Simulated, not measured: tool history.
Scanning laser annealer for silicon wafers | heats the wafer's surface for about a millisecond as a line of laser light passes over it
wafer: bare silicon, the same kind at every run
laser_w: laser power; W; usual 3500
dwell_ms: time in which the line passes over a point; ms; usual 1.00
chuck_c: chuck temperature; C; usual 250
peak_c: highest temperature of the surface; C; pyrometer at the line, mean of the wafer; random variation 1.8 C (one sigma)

| run | hour | laser_w | dwell_ms | chuck_c | peak_c |
|---|---|---|---|---|---|
| 1 | 0.0 | 3500 | 1.00 | 250 | 957 |
| 2 | 24.4 | 3823 | 1.00 | 250 | 1036 |
| 3 | 66.9 | 3500 | 1.00 | 214 | 923 |
| 4 | 101.2 | 3500 | 1.10 | 250 | 991 |
| 5 | 127.9 | 3500 | 1.00 | 250 | 961 |
| 6 | 158.6 | 3500 | 1.00 | 250 | 959 |
| 7 | 196.2 | 3500 | 1.00 | 250 | 961 |
| 8 | 242.2 | 3399 | 1.00 | 250 | 939 |
| 9 | 282.9 | 3264 | 1.00 | 250 | 908 |
|  | 307.3 | optics aligned, line set to its width |
| 10 | 338.9 | 3583 | 1.02 | 254 | 991 |
| 11 | 384.2 | 3530 | 0.95 | 233 | 934 |
| 12 | 427.4 | 3530 | 0.95 | 233 | 935 |

Forecast run 13:
| 13 | 461.0 | 3530 | 0.95 | 233 | ? |

Run 13 gave peak_c 936 C.
Without the tool's hidden state the same run would have given peak_c 936 C.
